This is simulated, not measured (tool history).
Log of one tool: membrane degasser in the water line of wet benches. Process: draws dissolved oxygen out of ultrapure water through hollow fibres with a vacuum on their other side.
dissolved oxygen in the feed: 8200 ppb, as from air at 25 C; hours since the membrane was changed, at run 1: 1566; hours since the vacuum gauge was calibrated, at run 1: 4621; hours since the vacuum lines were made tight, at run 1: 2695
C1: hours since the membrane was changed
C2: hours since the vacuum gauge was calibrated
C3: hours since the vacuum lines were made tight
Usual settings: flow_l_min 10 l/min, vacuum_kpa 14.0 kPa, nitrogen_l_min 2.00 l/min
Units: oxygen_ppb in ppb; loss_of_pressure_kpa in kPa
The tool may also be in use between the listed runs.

{"run": 1, "hour": 0.0, "flow_l_min": 10, "vacuum_kpa": 14.0, "nitrogen_l_min": 2.0, "C1": 1566, "C2": 4621, "C3": 2695, "oxygen_ppb": 131.8, "loss_of_pressure_kpa": 33.54}
{"run": 2, "hour": 68.4, "flow_l_min": 10, "vacuum_kpa": 14.0, "nitrogen_l_min": 1.21, "C1": 1634, "C2": 4689, "C3": 2763, "oxygen_ppb": 211.5, "loss_of_pressure_kpa": 33.69}
{"run": 3, "hour": 122.6, "flow_l_min": 10, "vacuum_kpa": 23.5, "nitrogen_l_min": 2.0, "C1": 1688, "C2": 4744, "C3": 2817, "oxygen_ppb": 243.4, "loss_of_pressure_kpa": 33.57}
{"run": 4, "hour": 193.3, "flow_l_min": 10, "vacuum_kpa": 14.0, "nitrogen_l_min": 2.0, "C1": 1759, "C2": 4814, "C3": 2888, "oxygen_ppb": 132.8, "loss_of_pressure_kpa": 33.73}
{"run": 5, "hour": 287.8, "flow_l_min": 10, "vacuum_kpa": 14.0, "nitrogen_l_min": 2.0, "C1": 1853, "C2": 4909, "C3": 2983, "oxygen_ppb": 132.5, "loss_of_pressure_kpa": 33.69}
{"run": 6, "hour": 392.4, "flow_l_min": 10, "vacuum_kpa": 14.0, "nitrogen_l_min": 2.0, "C1": 1958, "C2": 5013, "C3": 3087, "oxygen_ppb": 132.2, "loss_of_pressure_kpa": 33.78}
{"run": 7, "hour": 440.1, "flow_l_min": 10, "vacuum_kpa": 14.0, "nitrogen_l_min": 2.0, "C1": 2006, "C2": 5061, "C3": 3135, "oxygen_ppb": 132.8, "loss_of_pressure_kpa": 33.72}
{"run": 8, "hour": 512.9, "flow_l_min": 10, "vacuum_kpa": 14.0, "nitrogen_l_min": 2.0, "C1": 2079, "C2": 5134, "C3": 3208, "oxygen_ppb": 133.2, "loss_of_pressure_kpa": 33.67}
{"run": 9, "hour": 592.4, "flow_l_min": 10, "vacuum_kpa": 14.0, "nitrogen_l_min": 2.0, "C1": 2158, "C2": 5213, "C3": 3287, "oxygen_ppb": 132.4, "loss_of_pressure_kpa": 33.64}
{"run": 10, "hour": 672.4, "flow_l_min": 10, "vacuum_kpa": 18.6, "nitrogen_l_min": 2.0, "C1": 2238, "C2": 5293, "C3": 3367, "oxygen_ppb": 187.6, "loss_of_pressure_kpa": 33.68}
{"hour": 709.3, "done": "vacuum gauge calibrated"}
{"run": 11, "hour": 776.0, "flow_l_min": 10, "vacuum_kpa": 14.0, "nitrogen_l_min": 2.0, "C1": 2341, "C2": 67, "C3": 3470, "oxygen_ppb": 133.2, "loss_of_pressure_kpa": 33.66}
{"run": 12, "hour": 870.0, "flow_l_min": 10, "vacuum_kpa": 14.0, "nitrogen_l_min": 2.0, "C1": 2435, "C2": 161, "C3": 3564, "oxygen_ppb": 133.3, "loss_of_pressure_kpa": 33.73}
{"run": 13, "hour": 977.1, "flow_l_min": 10, "vacuum_kpa": 14.0, "nitrogen_l_min": 2.0, "C1": 2542, "C2": 268, "C3": 3671, "oxygen_ppb": 133.5, "loss_of_pressure_kpa": 33.6}
{"run": 14, "hour": 1078.1, "flow_l_min": 10, "vacuum_kpa": 14.0, "nitrogen_l_min": 2.0, "C1": 2643, "C2": 369, "C3": 3772, "oxygen_ppb": 134.0, "loss_of_pressure_kpa": 33.93}
{"run": 15, "hour": 1129.9, "flow_l_min": 10, "vacuum_kpa": 14.0, "nitrogen_l_min": 2.0, "C1": 2695, "C2": 421, "C3": 3824, "oxygen_ppb": 134.3, "loss_of_pressure_kpa": 33.88}
{"run": 16, "hour": 1190.0, "flow_l_min": 10, "vacuum_kpa": 14.0, "nitrogen_l_min": 2.0, "C1": 2755, "C2": 481, "C3": 3884, "oxygen_ppb": 134.1, "loss_of_pressure_kpa": 33.57}
{"run": 17, "hour": 1274.5, "flow_l_min": 10, "vacuum_kpa": 14.0, "nitrogen_l_min": 2.0, "C1": 2840, "C2": 565, "C3": 3969, "oxygen_ppb": 134.1, "loss_of_pressure_kpa": 33.73}
{"run": 18, "hour": 1348.8, "flow_l_min": 7, "vacuum_kpa": 14.3, "nitrogen_l_min": 2.0, "C1": 2914, "C2": 640, "C3": 4043, "oxygen_ppb": 96.8, "loss_of_pressure_kpa": 23.58}
{"run": 19, "hour": 1394.3, "flow_l_min": 14, "vacuum_kpa": 8.7, "nitrogen_l_min": 2.66, "C1": 2959, "C2": 685, "C3": 4088, "oxygen_ppb": 87.5, "loss_of_pressure_kpa": 47.18}
{"run": 20, "hour": 1457.1, "flow_l_min": 16, "vacuum_kpa": 27.6, "nitrogen_l_min": 1.98, "C1": 3022, "C2": 748, "C3": 4151, "oxygen_ppb": 484.2, "loss_of_pressure_kpa": 53.72}
{"hour": 1465.4, "done": "seals of the vacuum lines changed"}
{"run": 21, "hour": 1534.8, "flow_l_min": 11, "vacuum_kpa": 14.0, "nitrogen_l_min": 1.63, "C1": 3098, "C2": 824, "C3": 69, "oxygen_ppb": 178.3, "loss_of_pressure_kpa": 37.16}
{"run": 22, "hour": 1584.0, "flow_l_min": 8, "vacuum_kpa": 16.5, "nitrogen_l_min": 1.89, "C1": 3147, "C2": 873, "C3": 119, "oxygen_ppb": 138.7, "loss_of_pressure_kpa": 27.08}
{"run": 23, "hour": 1671.9, "flow_l_min": 8, "vacuum_kpa": 16.5, "nitrogen_l_min": 1.66, "C1": 3235, "C2": 961, "C3": 207, "oxygen_ppb": 157.2, "loss_of_pressure_kpa": 26.98}
{"run": 24, "hour": 1782.8, "flow_l_min": 8, "vacuum_kpa": 13.8, "nitrogen_l_min": 1.3, "C1": 3346, "C2": 1072, "C3": 317, "oxygen_ppb": 159.2, "loss_of_pressure_kpa": 27.02}
{"run": 25, "hour": 1847.1, "flow_l_min": 8, "vacuum_kpa": 13.8, "nitrogen_l_min": 3.06, "C1": 3410, "C2": 1136, "C3": 382, "oxygen_ppb": 70.0, "loss_of_pressure_kpa": 27.05}
{"run": 26, "hour": 1912.6, "flow_l_min": 8, "vacuum_kpa": 25.8, "nitrogen_l_min": 3.06, "C1": 3476, "C2": 1201, "C3": 447, "oxygen_ppb": 148.1, "loss_of_pressure_kpa": 27.0}
{"hour": 1957.9, "done": "gauge calibrated"}
{"run": 27, "hour": 1991.4, "flow_l_min": 10, "vacuum_kpa": 14.0, "nitrogen_l_min": 1.84, "C1": 3555, "C2": 1280, "C3": 526, "oxygen_ppb": 142.7, "loss_of_pressure_kpa": 33.7}
{"run": 28, "hour": 2099.8, "flow_l_min": 15, "vacuum_kpa": 30.6, "nitrogen_l_min": 2.0, "C1": 3663, "C2": 1388, "C3": 634, "oxygen_ppb": 491.7, "loss_of_pressure_kpa": 50.72}
{"run": 29, "hour": 2178.8, "flow_l_min": 10, "vacuum_kpa": 24.8, "nitrogen_l_min": 2.0, "C1": 3742, "C2": 1467, "C3": 713, "oxygen_ppb": 258.1, "loss_of_pressure_kpa": 33.68}
{"run": 30, "hour": 2229.4, "flow_l_min": 10, "vacuum_kpa": 24.8, "nitrogen_l_min": 0.93, "C1": 3793, "C2": 1518, "C3": 764, "oxygen_ppb": 517.4, "loss_of_pressure_kpa": 33.72}
{"run": 31, "hour": 2322.9, "flow_l_min": 10, "vacuum_kpa": 24.8, "nitrogen_l_min": 0.93, "C1": 3886, "C2": 1612, "C3": 858, "oxygen_ppb": 520.5, "loss_of_pressure_kpa": 33.73}
{"run": 32, "hour": 2416.4, "flow_l_min": 10, "vacuum_kpa": 24.8, "nitrogen_l_min": 2.02, "C1": 3980, "C2": 1705, "C3": 951, "oxygen_ppb": 256.6, "loss_of_pressure_kpa": 33.54}

Some steps in oxygen_ppb between neighbouring runs. How much of each would the tool show without its hidden state too (settings, what came in, random variation), and how much is left for the hidden state, with any gauge scatter that isn't in both results?
The hidden state here: membrane still open, %; true pressure behind the membrane over the reading, kPa; air that leaks in behind the membrane, l/min; drift of the gauge itself on oxygen_ppb, %; drift of the gauge itself on loss_of_pressure_kpa, %.
Run 19 -> 20: flow_l_min 14 -> 16, vacuum_kpa 8.7 -> 27.6, nitrogen_l_min 2.66 -> 1.98. oxygen_ppb +396.7 ppb: hidden state +5.8, all else +390.9.
Run 20 -> 21: flow_l_min 16 -> 11, vacuum_kpa 27.6 -> 14.0, nitrogen_l_min 1.98 -> 1.63, seals of the vacuum lines changed. oxygen_ppb -305.9 ppb: hidden state -4.4, all else -301.5.
Run 26 -> 27: flow_l_min 8 -> 10, vacuum_kpa 25.8 -> 14.0, nitrogen_l_min 3.06 -> 1.84, gauge calibrated. oxygen_ppb -5.4 ppb: hidden state -2.6, all else -2.8.
Run 27 -> 28: flow_l_min 10 -> 15, vacuum_kpa 14.0 -> 30.6, nitrogen_l_min 1.84 -> 2.00. oxygen_ppb +349.0 ppb: hidden state +0.6, all else +348.4.

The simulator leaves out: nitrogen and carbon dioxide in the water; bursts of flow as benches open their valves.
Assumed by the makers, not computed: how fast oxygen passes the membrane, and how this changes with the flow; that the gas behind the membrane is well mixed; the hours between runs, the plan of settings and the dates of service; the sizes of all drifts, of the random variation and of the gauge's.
